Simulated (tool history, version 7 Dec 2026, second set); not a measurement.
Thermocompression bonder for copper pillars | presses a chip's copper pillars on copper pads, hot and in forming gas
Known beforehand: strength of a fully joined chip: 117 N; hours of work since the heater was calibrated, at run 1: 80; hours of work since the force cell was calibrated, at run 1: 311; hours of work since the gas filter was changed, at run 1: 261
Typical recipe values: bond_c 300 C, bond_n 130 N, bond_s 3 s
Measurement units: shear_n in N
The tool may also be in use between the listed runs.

run,hour,bond_c,bond_n,bond_s,hours of work since the heater was calibrated,hours of work since the force cell was calibrated,hours of work since the gas filter was changed,shear_n
1,0,300,130,3,80,311,261,48.8
2,9.6,300,130,3,87,318,268,49.4
3,15.3,300,130,3,91,322,272,49.3
4,23.7,300,130,2,97,329,278,41.7
5,32.6,300,130,2,104,335,285,42.3
6,42.5,300,130,3,111,342,292,49.4
7,48.5,300,130,3,115,347,297,49
8,55.4,300,130,3,120,352,302,48.6
# hour 57.7: force cell calibrated
9,67,300,130,3,128,7,309,47.8
10,72.5,300,130,3,132,11,313,48.1
11,78.9,300,130,3,136,16,318,48.6
# hour 84.5: forming gas filter changed
12,86.3,299,130,3,141,21,1,49.6
13,92.1,286,109,7,146,25,6,50.3
14,96.6,280,109,2,149,28,9,27.5
15,104.1,280,109,2,154,34,14,27.5
16,111.2,293,108,3,159,39,19,39.4
17,117.3,300,82,5,164,43,24,43.7
# hour 122.8: force cell calibrated, once more
18,128.7,328,105,3,171,4,31,60.3
19,134.5,328,105,3,175,9,35,61.3

Below are 4 alternative next runs, each starting from the tool's condition after run 19. Predict each:
A,142.9,307,130,3,182,15,42,?
B,142.9,301,133,4,182,15,42,?
C,142.9,328,105,5,182,15,42,?
D,142.9,300,102,3,182,15,42,?

run,shear_n
A,53
B,56.7
C,71.2
D,42.1
Had the tool no hidden state, the same runs would have come out as:
run,shear_n
A,56.8
B,60.7
C,75.2
D,45.5
